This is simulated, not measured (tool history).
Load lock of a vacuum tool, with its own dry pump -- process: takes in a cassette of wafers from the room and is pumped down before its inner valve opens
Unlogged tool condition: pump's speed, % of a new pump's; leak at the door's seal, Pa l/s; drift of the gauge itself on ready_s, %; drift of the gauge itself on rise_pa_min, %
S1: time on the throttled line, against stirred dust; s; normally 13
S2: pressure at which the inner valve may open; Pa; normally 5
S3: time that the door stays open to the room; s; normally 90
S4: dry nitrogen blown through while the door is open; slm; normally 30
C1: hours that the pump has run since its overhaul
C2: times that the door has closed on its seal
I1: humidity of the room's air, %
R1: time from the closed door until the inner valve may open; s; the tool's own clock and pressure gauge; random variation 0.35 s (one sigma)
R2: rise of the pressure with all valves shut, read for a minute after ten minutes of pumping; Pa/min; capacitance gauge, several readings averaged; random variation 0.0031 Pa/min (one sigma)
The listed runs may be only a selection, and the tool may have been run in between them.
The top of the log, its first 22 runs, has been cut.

| run | day | S1 | S2 | S3 | S4 | C1 | C2 | I1 | R1 | R2 |
|---|---|---|---|---|---|---|---|---|---|---|
| 23 | 266.954 | 13 | 4 | 33 | 9 | 1925 | 30476 | 44.4 | 30.4 | 0.056 |
| 24 | 275.025 | 13 | 5 | 191 | 30 | 2119 | 30875 | 45.8 | 30.5 | 0.130 |
| 25 | 284.242 | 13 | 5 | 191 | 30 | 2340 | 31330 | 45.4 | 30.6 | 0.128 |
| 26 | 294.454 | 13 | 7 | 191 | 30 | 2585 | 31835 | 44.2 | 29.2 | 0.121 |
| 27 | 304.975 | 13 | 7 | 191 | 30 | 2837 | 32355 | 45.7 | 29.6 | 0.129 |
| 28 | 317.112 | 7 | 8 | 194 | 23 | 3129 | 32955 | 47.7 | 24.2 | 0.150 |
| 29 | 324.596 | 13 | 5 | 90 | 4 | 3308 | 33325 | 44.8 | 29.6 | 0.130 |
| 30 | 337.200 | 17 | 5 | 57 | 30 | 3611 | 33948 | 44.0 | 32.9 | 0.051 |
| 31 | 353.142 | 14 | 5 | 90 | 30 | 3993 | 34735 | 45.3 | 30.7 | 0.074 |
| 32 | 362.254 | 14 | 5 | 102 | 21 | 4212 | 35186 | 42.9 | 30.5 | 0.091 |
| 33 | 378.521 | 14 | 5 | 102 | 21 | 4602 | 35990 | 47.8 | 31.1 | 0.096 |
| 34 | 388.496 | 13 | 5 | 90 | 17 | 4842 | 36482 | 47.1 | 30.0 | 0.104 |
| 35 | 400.233 | 13 | 5 | 162 | 21 | 5124 | 37063 | 46.2 | 29.8 | 0.135 |
| 36 | 413.083 | 13 | 7 | 94 | 30 | 5432 | 37697 | 44.2 | 29.3 | 0.077 |
| 37 | 426.583 | 16 | 8 | 28 | 8 | 5756 | 38365 | 42.8 | 31.8 | 0.048 |
| 38 | 437.542 | 16 | 8 | 28 | 8 | 6019 | 38906 | 43.0 | 31.8 | 0.054 |

Each row is a separate what-if for the run after 38, all from the same tool condition, not one after another. Results?
| A | 450.183 | 16 | 8 | 121 | 8 | 6322 | 39531 | 46.6 | ? | ? |
| B | 450.183 | 13 | 8 | 90 | 30 | 6322 | 39531 | 43.7 | ? | ? |
| C | 450.183 | 17 | 5 | 90 | 30 | 6322 | 39531 | 42.9 | ? | ? |

| run | R1 | R2 |
|---|---|---|
| A | 31.0 | 0.151 |
| B | 29.0 | 0.074 |
| C | 32.7 | 0.071 |
Without the tool's unlogged condition, the same runs would have read:
| run | R1 | R2 |
|---|---|---|
| A | 31.0 | 0.150 |
| B | 29.0 | 0.073 |
| C | 32.7 | 0.069 |
